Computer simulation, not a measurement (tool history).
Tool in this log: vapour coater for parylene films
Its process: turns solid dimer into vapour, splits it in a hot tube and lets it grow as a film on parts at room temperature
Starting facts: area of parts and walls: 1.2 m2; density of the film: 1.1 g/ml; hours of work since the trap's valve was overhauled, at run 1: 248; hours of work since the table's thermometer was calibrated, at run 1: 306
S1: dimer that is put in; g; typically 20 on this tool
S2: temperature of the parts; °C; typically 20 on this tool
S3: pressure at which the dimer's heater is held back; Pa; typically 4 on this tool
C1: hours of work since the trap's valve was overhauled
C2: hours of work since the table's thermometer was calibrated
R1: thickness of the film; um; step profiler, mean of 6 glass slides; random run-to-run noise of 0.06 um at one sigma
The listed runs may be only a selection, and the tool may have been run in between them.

| run | day | S1 | S2 | S3 | C1 | C2 | R1 |
|---|---|---|---|---|---|---|---|
| 1 | 0 | 20 | 20 | 4 | 248 | 306 | 6.68 |
| 2 | 2.133 | 14 | 20 | 4 | 280 | 338 | 4.7 |
| 3 | 3.704 | 14 | 20 | 4.63 | 303 | 361 | 4.5 |
| 4 | 5.938 | 14 | 20 | 4.63 | 336 | 394 | 4.44 |
| 5 | 8.946 | 14 | 20 | 4.63 | 381 | 439 | 4.47 |
| 6 | 12.154 | 20 | 31 | 4 | 429 | 486 | 3.85 |
| 7 | 13.979 | 20 | 25 | 4 | 456 | 514 | 5.03 |
| 8 | 16.512 | 20 | 25 | 4 | 493 | 551 | 5.05 |
| 9 | 19.054 | 20 | 25 | 7.62 | 531 | 589 | 4.59 |
| 10 | 20.754 | 20 | 25 | 7.62 | 556 | 614 | 4.63 |
| 11 | 23.662 | 18 | 25 | 7.62 | 600 | 657 | 4.09 |
|  | 25.625 | trap's valve overhauled |
| 12 | 25.625 | 20 | 20 | 4 | 0 | 684 | 6.83 |
| 13 | 28.204 | 20 | 20 | 4 | 38 | 722 | 6.77 |
| 14 | 31.654 | 20 | 20 | 4 | 90 | 774 | 6.73 |
| 15 | 33.871 | 20 | 20 | 4 | 122 | 807 | 6.6 |
| 16 | 36.858 | 20 | 20 | 4 | 167 | 851 | 6.61 |
| 17 | 38.767 | 20 | 20 | 4 | 195 | 879 | 6.53 |
| 18 | 41.654 | 20 | 20 | 4 | 238 | 922 | 6.42 |
| 19 | 43.662 | 20 | 20 | 4 | 268 | 952 | 6.38 |
| 20 | 46.838 | 20 | 20 | 4 | 315 | 999 | 6.45 |
| 21 | 48.65 | 20 | 20 | 4 | 342 | 1026 | 6.27 |
| 22 | 51.925 | 20 | 20 | 4 | 391 | 1075 | 6.2 |
| 23 | 54.262 | 20 | 20 | 4 | 425 | 1109 | 6.2 |
|  | 54.533 | table's thermometer calibrated |
| 24 | 57.138 | 20 | 20 | 4 | 467 | 39 | 5.99 |
| 25 | 59.796 | 12 | 31 | 4 | 507 | 78 | 2.13 |
| 26 | 62.279 | 28 | 27 | 9.79 | 544 | 115 | 5.43 |
| 27 | 65.288 | 28 | 27 | 9.79 | 589 | 160 | 5.41 |
|  | 65.888 | table's thermometer calibrated, once more |
| 28 | 67.375 | 27 | 13 | 4 | 619 | 22 | 11.91 |
|  | 68.129 | trap's valve overhauled |
| 29 | 69.171 | 20 | 18 | 2.23 | 15 | 46 | 8.15 |
| 30 | 70.621 | 24 | 12 | 2.23 | 37 | 68 | 13.11 |
| 31 | 72.517 | 20 | 21 | 4 | 65 | 96 | 6.63 |
| 32 | 75.592 | 20 | 21 | 4 | 111 | 142 | 6.5 |
| 33 | 78.788 | 20 | 21 | 4 | 158 | 189 | 6.47 |
| 34 | 82.112 | 18 | 22 | 6.54 | 208 | 239 | 5.21 |
| 35 | 83.575 | 20 | 12 | 9.39 | 229 | 260 | 8.86 |
| 36 | 87.017 | 20 | 12 | 9.39 | 281 | 311 | 8.77 |
| 37 | 89.4 | 20 | 12 | 9.39 | 316 | 347 | 8.68 |
| 38 | 92.808 | 20 | 12 | 2.88 | 367 | 397 | 9.87 |
| 39 | 95.954 | 26 | 21 | 4 | 413 | 444 | 7.89 |
| 40 | 98.262 | 26 | 21 | 4 | 448 | 478 | 7.98 |
| 41 | 100.833 | 19 | 19 | 4.96 | 486 | 517 | 6.26 |
| 42 | 104.246 | 18 | 20 | 4 | 536 | 567 | 5.65 |
| 43 | 106.142 | 13 | 20 | 2.21 | 565 | 595 | 4.31 |
| 44 | 109.529 | 12 | 19 | 4.13 | 615 | 646 | 3.91 |
|  | 110.446 | trap's valve overhauled |
| 45 | 112.088 | 25 | 25 | 4 | 24 | 681 | 6.75 |
| 46 | 114.067 | 10 | 24 | 2.13 | 54 | 711 | 2.96 |
| 47 | 115.862 | 34 | 20 | 2.09 | 80 | 737 | 12.36 |

Had the tool no unlogged condition, and each run kept its random variation, what would the results have been?
Hidden state at play: vapour lost through the trap's worn valve, %; true temperature of the parts over the reading, C; drift of the gauge itself on film_um, %.
| run | R1 |
|---|---|
| 1 | 7.06 |
| 2 | 5 |
| 3 | 4.82 |
| 4 | 4.79 |
| 5 | 4.86 |
| 6 | 4.23 |
| 7 | 5.56 |
| 8 | 5.63 |
| 9 | 5.15 |
| 10 | 5.23 |
| 11 | 4.66 |
| 12 | 7.07 |
| 13 | 7.07 |
| 14 | 7.11 |
| 15 | 7.02 |
| 16 | 7.09 |
| 17 | 7.04 |
| 18 | 6.99 |
| 19 | 7 |
| 20 | 7.14 |
| 21 | 6.99 |
| 22 | 6.98 |
| 23 | 7.04 |
| 24 | 6.93 |
| 25 | 2.49 |
| 26 | 6.39 |
| 27 | 6.43 |
| 28 | 13.29 |
| 29 | 8.2 |
| 30 | 13.25 |
| 31 | 6.75 |
| 32 | 6.68 |
| 33 | 6.71 |
| 34 | 5.46 |
| 35 | 9.32 |
| 36 | 9.33 |
| 37 | 9.3 |
| 38 | 10.68 |
| 39 | 8.63 |
| 40 | 8.79 |
| 41 | 6.95 |
| 42 | 6.35 |
| 43 | 4.87 |
| 44 | 4.47 |
| 45 | 7.03 |
| 46 | 3.1 |
| 47 | 13.01 |
